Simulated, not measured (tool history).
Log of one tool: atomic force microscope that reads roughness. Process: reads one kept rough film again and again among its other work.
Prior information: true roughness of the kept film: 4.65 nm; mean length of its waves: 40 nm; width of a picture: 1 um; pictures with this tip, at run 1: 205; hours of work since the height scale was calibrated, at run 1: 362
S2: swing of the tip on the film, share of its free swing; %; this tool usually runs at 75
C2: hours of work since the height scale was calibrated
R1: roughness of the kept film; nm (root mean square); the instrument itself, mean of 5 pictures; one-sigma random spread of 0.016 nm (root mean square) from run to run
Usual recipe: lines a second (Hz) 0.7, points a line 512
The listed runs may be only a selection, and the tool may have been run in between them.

Run 1, hour 0: usual settings; pictures with this tip 205; C2 362. Result: R1 3.628 nm (root mean square).
Run 2, hour 11.9: usual settings; pictures with this tip 229; C2 369. Result: R1 3.622 nm (root mean square).
Run 3, hour 20.5: usual settings; pictures with this tip 246; C2 374. Result: R1 3.61 nm (root mean square).
Run 4, hour 34.9: usual settings; pictures with this tip 274; C2 383. Result: R1 3.573 nm (root mean square).
Run 5, hour 53.5: usual settings; pictures with this tip 311; C2 394. Result: R1 3.533 nm (root mean square).
At hour 59.3: new tip fitted.
Run 6, hour 62.2: usual settings; pictures with this tip 6; C2 399. Result: R1 3.896 nm (root mean square).
Run 7, hour 79.8: usual settings but points a line 295; pictures with this tip 41; C2 410. Result: R1 3.846 nm (root mean square).
Run 8, hour 97.2: usual settings; pictures with this tip 75; C2 421. Result: R1 3.839 nm (root mean square).
Run 9, hour 113.7: usual settings; pictures with this tip 107; C2 431. Result: R1 3.743 nm (root mean square).
Run 10, hour 131.8: usual settings; pictures with this tip 143; C2 442. Result: R1 3.712 nm (root mean square).
Run 11, hour 145.6: usual settings; pictures with this tip 170; C2 450. Result: R1 3.7 nm (root mean square).
Run 12, hour 157.6: usual settings; pictures with this tip 194; C2 457. Result: R1 3.666 nm (root mean square).
Run 13, hour 172: usual settings but S2 62 %; pictures with this tip 222; C2 466. Result: R1 3.738 nm (root mean square).
Run 14, hour 186.3: usual settings but lines a second (Hz) 2.763, S2 56 %, points a line 318; pictures with this tip 251; C2 475. Result: R1 3.532 nm (root mean square).
At hour 188.7: height scale calibrated on a step standard.
Run 15, hour 202.4: usual settings but lines a second (Hz) 2.763, S2 56 %, points a line 318; pictures with this tip 280; C2 8. Result: R1 3.493 nm (root mean square).
Run 16, hour 220.4: usual settings but lines a second (Hz) 2.763, S2 56 %, points a line 510; pictures with this tip 316; C2 19. Result: R1 3.49 nm (root mean square).
At hour 223.6: new tip fitted.
Run 17, hour 240.2: usual settings but lines a second (Hz) 2.763, S2 56 %, points a line 510; pictures with this tip 33; C2 31. Result: R1 3.804 nm (root mean square).
Run 18, hour 252.9: usual settings but lines a second (Hz) 0.576, S2 86 %, points a line 388; pictures with this tip 58; C2 39. Result: R1 3.741 nm (root mean square).
Run 19, hour 262.6: usual settings but lines a second (Hz) 1.08, S2 85 %, points a line 332; pictures with this tip 77; C2 45. Result: R1 3.51 nm (root mean square).
Run 20, hour 272.1: usual settings but lines a second (Hz) 0.776, S2 64 %; pictures with this tip 96; C2 50. Result: R1 3.853 nm (root mean square).
At hour 292.5: height scale calibrated on a step standard, once more.
Run 21, hour 292.5: usual settings but lines a second (Hz) 0.776, S2 64 %; pictures with this tip 134; C2 0. Result: R1 3.813 nm (root mean square).
Run 22, hour 307.9: usual settings but lines a second (Hz) 0.776, S2 64 %; pictures with this tip 165; C2 9. Result: R1 3.806 nm (root mean square).

Consider 5 possible next runs. They are alternatives, not a sequence: every one starts from the tool as it was left by run 22. What does each give?
Run A, hour 323.1: usual settings but lines a second (Hz) 1.397, S2 56 %, points a line 309; pictures with this tip 194; C2 19. Result: R1 ?.
Run B, hour 323.1: usual settings but lines a second (Hz) 1.037, S2 86 %, points a line 321; pictures with this tip 194; C2 19. Result: R1 ?.
Run C, hour 323.1: usual settings but lines a second (Hz) 1.561, S2 63 %; pictures with this tip 194; C2 19. Result: R1 ?.
Run D, hour 323.1: usual settings but lines a second (Hz) 0.984, S2 77 %, points a line 645; pictures with this tip 194; C2 19. Result: R1 ?.
Run E, hour 323.1: usual settings but lines a second (Hz) 0.776, S2 64 %, points a line 422; pictures with this tip 194; C2 19. Result: R1 ?.

run     R1
  A  3.744
  B  3.426
  C  3.667
  D  3.587
  E  3.747
Without the tool's hidden state the same runs would have given:
run     R1
  A  4.015
  B  3.674
  C  3.933
  D  3.847
  E  4.018
